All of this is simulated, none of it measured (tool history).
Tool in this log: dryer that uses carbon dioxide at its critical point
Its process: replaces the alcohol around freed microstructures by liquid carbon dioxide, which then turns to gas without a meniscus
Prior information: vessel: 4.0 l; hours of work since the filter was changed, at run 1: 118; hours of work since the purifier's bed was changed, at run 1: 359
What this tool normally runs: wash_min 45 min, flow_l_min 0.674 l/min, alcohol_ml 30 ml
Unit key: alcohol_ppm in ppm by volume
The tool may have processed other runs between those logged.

run,hour,wash_min,flow_l_min,alcohol_ml,hours of work since the filter was changed,hours of work since the purifier's bed was changed,alcohol_ppm
1,0.0,45,0.674,30,118,359,31
2,36.2,45,0.674,30,130,371,33
3,63.9,45,0.674,30,140,380,42
# hour 113.8: inlet filter changed
4,129.5,45,0.674,30,5,402,36
5,164.2,45,0.674,30,17,414,34
6,207.2,45,0.674,30,32,429,39
7,242.2,45,0.674,30,44,441,36
8,270.0,45,0.674,30,53,450,33
9,314.9,45,0.674,30,68,465,42
10,381.5,45,0.674,30,91,488,41
11,443.0,45,0.726,23,112,509,40
12,480.7,45,0.726,23,125,522,32
13,519.0,39,0.692,82,138,535,92
14,569.4,43,1.046,83,155,552,26
# hour 575.9: inlet filter changed
15,611.1,43,1.046,83,12,566,30
16,648.4,43,1.046,83,25,578,38
17,704.3,43,1.046,83,44,597,37
18,748.0,30,0.674,98,59,612,268
19,811.6,46,0.408,98,80,634,376
20,863.1,65,0.709,28,98,651,31

4 ways to go on from here, each from the tool as it stands after run 20. What would each give?
A,903.7,29,0.709,27,111,665,?
B,903.7,44,0.709,28,111,665,?
C,903.7,66,0.709,28,111,665,?
D,903.7,28,0.566,101,111,665,?

run,alcohol_ppm
A,111
B,43
C,33
D,796
Stripped of hidden state, with their random variation kept, the same runs would have yielded:
run,alcohol_ppm
A,52
B,4
C,0
D,561
